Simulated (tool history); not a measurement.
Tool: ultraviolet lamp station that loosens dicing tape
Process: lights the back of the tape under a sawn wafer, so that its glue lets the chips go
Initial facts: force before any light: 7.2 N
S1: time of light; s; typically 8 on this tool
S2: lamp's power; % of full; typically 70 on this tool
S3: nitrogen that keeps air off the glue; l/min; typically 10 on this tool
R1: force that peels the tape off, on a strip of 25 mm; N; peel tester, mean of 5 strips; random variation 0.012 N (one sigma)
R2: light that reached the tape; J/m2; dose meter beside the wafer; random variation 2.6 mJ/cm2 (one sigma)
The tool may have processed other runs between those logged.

{"run": 1, "hour": 0.0, "S1": 8, "S2": 70, "S3": 10, "R1": 0.699, "R2": 2790}
{"run": 2, "hour": 23.1, "S1": 8, "S2": 70, "S3": 10, "R1": 0.725, "R2": 2790}
{"run": 3, "hour": 36.0, "S1": 8, "S2": 70, "S3": 10, "R1": 0.701, "R2": 2790}
{"run": 4, "hour": 52.5, "S1": 8, "S2": 70, "S3": 4, "R1": 1.342, "R2": 2760}
{"run": 5, "hour": 73.3, "S1": 8, "S2": 64, "S3": 10, "R1": 0.87, "R2": 2530}
{"run": 6, "hour": 88.0, "S1": 8, "S2": 64, "S3": 10, "R1": 0.859, "R2": 2550}
{"run": 7, "hour": 110.6, "S1": 8, "S2": 70, "S3": 10, "R1": 0.718, "R2": 2750}
{"run": 8, "hour": 131.7, "S1": 8, "S2": 70, "S3": 10, "R1": 0.761, "R2": 2710}
{"run": 9, "hour": 141.4, "S1": 8, "S2": 70, "S3": 17, "R1": 0.539, "R2": 2740}
{"run": 10, "hour": 160.1, "S1": 8, "S2": 63, "S3": 10, "R1": 0.898, "R2": 2430}
{"run": 11, "hour": 177.0, "S1": 8, "S2": 63, "S3": 10, "R1": 0.913, "R2": 2420}
{"run": 12, "hour": 187.5, "S1": 8, "S2": 63, "S3": 10, "R1": 0.891, "R2": 2420}
{"run": 13, "hour": 198.5, "S1": 8, "S2": 88, "S3": 16, "R1": 0.383, "R2": 3380}
{"run": 14, "hour": 217.5, "S1": 8, "S2": 88, "S3": 16, "R1": 0.396, "R2": 3380}
{"run": 15, "hour": 231.5, "S1": 10, "S2": 88, "S3": 16, "R1": 0.305, "R2": 4240}
{"run": 16, "hour": 253.9, "S1": 5, "S2": 72, "S3": 12, "R1": 1.422, "R2": 1750}
{"run": 17, "hour": 267.7, "S1": 5, "S2": 72, "S3": 12, "R1": 1.4, "R2": 1690}
{"run": 18, "hour": 280.5, "S1": 8, "S2": 74, "S3": 5, "R1": 1.175, "R2": 2790}
{"run": 19, "hour": 296.9, "S1": 8, "S2": 74, "S3": 5, "R1": 1.176, "R2": 2800}
{"run": 20, "hour": 308.4, "S1": 8, "S2": 90, "S3": 9, "R1": 0.542, "R2": 3380}

Predict the results of run 21:
{"run": 21, "hour": 319.2, "S1": 8, "S2": 71, "S3": 13, "R1": "?", "R2": "?"}

Run 21 yielded R1 0.665 N, R2 2670 J/m2.
With no hidden state in the tool, this same run would have given R1 0.475 N, R2 3230 J/m2.
